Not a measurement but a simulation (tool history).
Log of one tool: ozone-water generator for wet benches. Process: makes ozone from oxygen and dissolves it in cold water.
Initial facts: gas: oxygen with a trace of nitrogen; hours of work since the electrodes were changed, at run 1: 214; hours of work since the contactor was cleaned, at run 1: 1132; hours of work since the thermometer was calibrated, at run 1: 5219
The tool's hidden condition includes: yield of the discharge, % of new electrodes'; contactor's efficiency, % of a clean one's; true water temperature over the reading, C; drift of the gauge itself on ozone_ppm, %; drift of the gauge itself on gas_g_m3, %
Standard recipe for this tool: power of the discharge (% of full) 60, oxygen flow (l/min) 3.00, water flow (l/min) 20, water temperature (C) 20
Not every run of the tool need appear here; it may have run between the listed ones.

| run | hour | power of the discharge (% of full) | oxygen flow (l/min) | water flow (l/min) | water temperature (C) | hours of work since the electrodes were changed | hours of work since the contactor was cleaned | hours of work since the thermometer was calibrated | dissolved ozone (ppm) | ozone in the gas ahead of the water (g/m3) |
|---|---|---|---|---|---|---|---|---|---|---|
| 1 | 0.0 | 60 | 3.00 | 20 | 20 | 214 | 1132 | 5219 | 13.4 | 162.1 |
| 2 | 34.4 | 60 | 5.30 | 20 | 20 | 236 | 1154 | 5241 | 14.8 | 128.8 |
| 3 | 78.0 | 60 | 3.00 | 20 | 20 | 264 | 1182 | 5269 | 13.3 | 164.3 |
| 4 | 109.8 | 60 | 3.00 | 20 | 18 | 284 | 1202 | 5290 | 13.5 | 163.3 |
| 5 | 136.8 | 60 | 3.00 | 20 | 18 | 302 | 1220 | 5307 | 13.7 | 164.9 |
| 6 | 176.6 | 60 | 3.00 | 20 | 18 | 327 | 1245 | 5333 | 13.5 | 163.8 |
| 7 | 230.0 | 60 | 3.00 | 29 | 20 | 361 | 1280 | 5367 | 9.3 | 163.9 |
| 8 | 267.4 | 60 | 3.00 | 20 | 17 | 385 | 1304 | 5391 | 13.7 | 163.8 |
| 9 | 313.6 | 60 | 3.00 | 20 | 17 | 415 | 1333 | 5421 | 13.9 | 164.8 |
|  | 320.3 | contactor cleaned |
| 10 | 350.0 | 60 | 3.00 | 20 | 17 | 436 | 19 | 5441 | 13.8 | 161.7 |
| 11 | 381.9 | 60 | 3.00 | 20 | 17 | 457 | 40 | 5462 | 13.8 | 163.5 |
| 12 | 421.8 | 52 | 4.07 | 21 | 21 | 482 | 65 | 5488 | 12.0 | 127.8 |
| 13 | 461.7 | 52 | 4.07 | 21 | 21 | 508 | 91 | 5513 | 11.9 | 129.0 |
|  | 469.2 | contactor cleaned, once more |
| 14 | 509.2 | 47 | 3.11 | 13 | 21 | 536 | 26 | 5541 | 15.1 | 133.7 |
| 15 | 551.7 | 60 | 3.00 | 25 | 18 | 563 | 53 | 5569 | 11.4 | 163.7 |
| 16 | 595.3 | 60 | 2.22 | 16 | 18 | 591 | 81 | 5597 | 15.2 | 184.0 |
| 17 | 635.2 | 48 | 2.09 | 26 | 22 | 617 | 107 | 5622 | 8.0 | 159.0 |
| 18 | 680.1 | 46 | 2.09 | 17 | 22 | 646 | 136 | 5651 | 11.0 | 154.8 |
| 19 | 731.1 | 41 | 2.79 | 19 | 22 | 678 | 168 | 5684 | 10.1 | 126.0 |

Hidden state or all else? Some run-to-run changes of ozone in the gas ahead of the water (g/m3), split into what the settings, what came in and random variation would give without the hidden state, and what is left for the hidden state (with any gauge scatter that isn't in both results):
Run 11 -> 12: power of the discharge (% of full) 60 -> 52, oxygen flow (l/min) 3.00 -> 4.07, water flow (l/min) 20 -> 21, water temperature (C) 17 -> 21. ozone in the gas ahead of the water (g/m3) -35.7: hidden state +0.4, all else -36.1.
Run 14 -> 15: power of the discharge (% of full) 47 -> 60, oxygen flow (l/min) 3.11 -> 3.00, water flow (l/min) 13 -> 25, water temperature (C) 21 -> 18. ozone in the gas ahead of the water (g/m3) +30.0: hidden state -0.6, all else +30.6.

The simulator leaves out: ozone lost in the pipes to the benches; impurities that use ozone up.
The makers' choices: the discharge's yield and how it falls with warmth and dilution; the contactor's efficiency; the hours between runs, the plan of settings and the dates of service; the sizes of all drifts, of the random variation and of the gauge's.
